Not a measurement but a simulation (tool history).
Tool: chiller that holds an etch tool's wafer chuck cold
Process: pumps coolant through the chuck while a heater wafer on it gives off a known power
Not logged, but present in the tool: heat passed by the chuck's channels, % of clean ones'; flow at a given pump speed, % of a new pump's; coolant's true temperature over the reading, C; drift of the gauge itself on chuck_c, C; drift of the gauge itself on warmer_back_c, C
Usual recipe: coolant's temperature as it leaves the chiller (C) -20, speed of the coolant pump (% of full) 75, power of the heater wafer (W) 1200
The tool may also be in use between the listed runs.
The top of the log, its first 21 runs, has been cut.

| run | hour | coolant's temperature as it leaves the chiller (C) | speed of the coolant pump (% of full) | power of the heater wafer (W) | hours since the coolant was changed and the channels were flushed | hours since the pump was overhauled | hours since the chiller's thermometer was calibrated | chuck's temperature once it has settled (C) | how much warmer the coolant comes back (C) |
|---|---|---|---|---|---|---|---|---|---|
|  | 1927.8 | coolant pump overhauled, once more |
| 22 | 1951.4 | -20 | 74 | 1406 | 3924 | 24 | 2928 | -9.7 | 3.44 |
|  | 1990.1 | chiller's thermometer calibrated |
| 23 | 2004.3 | -18 | 74 | 986 | 3976 | 75 | 14 | -10.7 | 2.46 |
| 24 | 2073.6 | -18 | 74 | 986 | 4045 | 145 | 84 | -10.9 | 2.4 |
| 25 | 2132.3 | -18 | 74 | 986 | 4104 | 203 | 142 | -11.1 | 2.36 |
| 26 | 2196.8 | -25 | 62 | 986 | 4168 | 268 | 207 | -17 | 2.99 |
| 27 | 2304.6 | -23 | 78 | 813 | 4276 | 376 | 314 | -17.1 | 1.87 |
| 28 | 2409 | -23 | 78 | 813 | 4380 | 480 | 419 | -17.4 | 1.9 |
| 29 | 2459.5 | -20 | 88 | 1212 | 4431 | 531 | 469 | -12.4 | 2.47 |
| 30 | 2560.9 | -15 | 72 | 1212 | 4532 | 632 | 571 | -5.9 | 3.1 |
| 31 | 2625.9 | -27 | 97 | 775 | 4597 | 697 | 636 | -22.4 | 1.4 |

Below are 3 alternative next runs, each starting from the tool's condition after run 31. Predict each:
| A | 2678.7 | -20 | 80 | 675 | 4650 | 750 | 689 | ? | ? |
| B | 2678.7 | -20 | 89 | 1200 | 4650 | 750 | 689 | ? | ? |
| C | 2678.7 | -16 | 75 | 758 | 4650 | 750 | 689 | ? | ? |

| run | chuck's temperature once it has settled (C) | how much warmer the coolant comes back (C) |
|---|---|---|
| A | -15.1 | 1.56 |
| B | -12.2 | 2.4 |
| C | -10.5 | 1.9 |
What these runs would have given with no unlogged condition in the tool:
| run | chuck's temperature once it has settled (C) | how much warmer the coolant comes back (C) |
|---|---|---|
| A | -15.5 | 1.54 |
| B | -12.8 | 2.37 |
| C | -11 | 1.88 |
